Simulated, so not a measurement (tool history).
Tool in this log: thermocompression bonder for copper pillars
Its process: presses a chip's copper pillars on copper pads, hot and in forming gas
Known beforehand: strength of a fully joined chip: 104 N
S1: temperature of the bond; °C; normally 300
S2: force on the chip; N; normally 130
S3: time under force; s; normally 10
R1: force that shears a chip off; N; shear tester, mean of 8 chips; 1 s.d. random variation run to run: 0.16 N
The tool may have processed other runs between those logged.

run	day	S1	S2	S3	R1
1	0	300	130	10	73.2
2	2.488	300	130	10	73.2
3	4.342	300	130	10	73.1
4	5.929	273	130	10	53.3
5	7.621	273	130	10	53.2
6	10.2	273	130	13	57.8
7	11.896	273	130	13	57.7
# day 14.004: heater calibrated with a thermocouple chip
8	15.746	300	130	6	63.1
# day 17.408: forming gas filter changed
9	18.433	300	130	6	63.4
10	20.238	300	130	6	63.2
11	23.012	300	110	10	66.1
12	25.221	300	110	10	66.3
13	27.342	300	110	5	53.1
14	30.362	320	110	5	67.1
15	32.929	300	81	10	53.9
# day 34.567: forming gas filter changed
16	36.471	300	81	10	53.9
17	39.538	300	81	20	67
18	41.704	300	130	10	72.6
19	44.338	300	130	10	72.6
20	46.242	280	143	28	80.3
21	48.467	318	144	10	87.1
# day 51.775: forming gas filter changed
22	51.783	318	116	5	67.5
23	54.833	318	116	5	67.3
24	58.504	318	116	5	67.3
25	61.238	283	94	12	50.7
26	64.517	301	94	12	63.2
27	67.067	309	158	12	87.3
# day 68.188: gauge calibrated
# day 68.929: forming gas filter changed
28	68.933	280	158	11	67.8
# day 70.904: heater calibrated with a thermocouple chip
29	71	305	130	11	77.9
30	74.392	308	137	17	89
31	76.633	308	137	17	88.9
32	78.671	304	108	17	78.3
33	81.771	277	104	12	50.7
34	83.938	329	104	5	70.6
35	85.862	300	84	18	66.8
# day 86.379: force cell calibrated
# day 86.4: forming gas filter changed
36	89.438	300	84	18	66.5
37	92.154	300	177	12	87
38	95.796	300	177	12	86.8

4 ways to go on from here, each from the tool as it stands after run 38. What would each give?
A	99.138	286	84	10	?
B	99.138	300	177	19	?
C	99.138	298	130	9	?
D	99.138	299	177	7	?

run	R1
A	45.9
B	92.8
C	69.2
D	77.2
Without the tool's hidden state the same runs would have given:
run	R1
A	46.1
B	93.4
C	69.7
D	77.7

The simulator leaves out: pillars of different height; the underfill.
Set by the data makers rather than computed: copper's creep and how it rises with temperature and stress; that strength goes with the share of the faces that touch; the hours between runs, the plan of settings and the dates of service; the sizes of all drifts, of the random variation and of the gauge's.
